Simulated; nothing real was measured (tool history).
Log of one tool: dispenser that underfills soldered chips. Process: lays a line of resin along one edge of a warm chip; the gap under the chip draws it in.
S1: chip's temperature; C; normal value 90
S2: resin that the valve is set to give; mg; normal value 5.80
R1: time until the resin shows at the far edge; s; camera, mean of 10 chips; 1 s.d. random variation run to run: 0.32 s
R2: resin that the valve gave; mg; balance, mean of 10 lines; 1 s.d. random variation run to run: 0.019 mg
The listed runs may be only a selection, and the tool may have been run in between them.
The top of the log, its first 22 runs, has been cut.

run	hour	S1	S2	R1	R2
23	100.3	96	6.74	10.1	6.62
24	103.6	96	6.74	10.2	6.60
# hour 105.0: new syringe of resin
25	106.3	94	6.23	10.2	6.07
26	109.8	94	6.23	10.5	6.09
27	114.9	101	6.84	8.7	6.64
# hour 115.8: new syringe of resin
28	120.1	79	6.86	23.0	6.66
29	125.7	77	5.04	31.1	4.88
# hour 126.5: new syringe of resin
30	131.2	77	5.04	27.1	4.82
31	135.1	77	5.04	30.1	4.83
# hour 137.3: new syringe of resin
32	140.1	87	4.93	14.9	4.73
33	142.7	95	6.89	10.7	6.58
34	146.6	90	5.03	15.8	4.77
# hour 148.2: new syringe of resin
35	150.1	90	5.03	13.3	4.78
36	154.0	81	5.80	23.2	5.50
37	157.9	80	6.63	25.6	6.26

Predict each of these 3 candidate next runs independently; none follows another, all start after run 37:
# hour 158.9: new syringe of resin
A	162.5	89	5.39	?	?
# hour 158.9: new syringe of resin
B	162.5	81	5.48	?	?
# hour 158.9: new syringe of resin
C	162.5	82	7.22	?	?

run	R1	R2
A	14.3	5.09
B	21.5	5.17
C	19.1	6.82
Take away the tool's hidden state, keep each run's random variation, and the runs would have read:
run	R1	R2
A	12.4	5.39
B	18.6	5.48
C	16.6	7.22
